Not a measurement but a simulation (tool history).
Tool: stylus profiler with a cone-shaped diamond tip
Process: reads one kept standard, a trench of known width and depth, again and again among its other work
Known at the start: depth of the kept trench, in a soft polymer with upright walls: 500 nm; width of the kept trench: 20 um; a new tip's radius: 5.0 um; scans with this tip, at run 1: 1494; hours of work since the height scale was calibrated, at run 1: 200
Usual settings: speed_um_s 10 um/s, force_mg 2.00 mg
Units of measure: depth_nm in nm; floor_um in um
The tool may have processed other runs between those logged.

run   hour  speed_um_s  force_mg  scans with this tip  hours of work since the height scale was calibrated  depth_nm  floor_um
  1    0.0          10      2.00                 1494                                                  200    505.55     15.12
  2   21.6          10      2.00                 1615                                                  217    505.69     15.17
  3   50.6          10      2.00                 1778                                                  238    505.42     15.10
      53.6  -- height scale calibrated on a step standard
  4   73.3          10      2.00                 1903                                                   15    505.36     15.08
  5  100.7           3      2.00                 2057                                                   35    505.37     15.02
  6  119.4          10      3.16                 2161                                                   49    507.44     14.98
  7  141.1          10      3.16                 2283                                                   66    507.12     14.93
  8  163.1           6      1.24                 2406                                                   82    503.42     14.92

Run 9 has not been measured yet. What should we expect?
     170.8  -- height scale calibrated on a step standard, once more
  9  178.2           9      2.00                 2489                                                    6         ?         ?

{"run 9": {"depth_nm": 505.27, "floor_um": 14.88}}
With no hidden state in the tool, this same run would have given depth_nm 505.49 nm, floor_um 15.59 um.
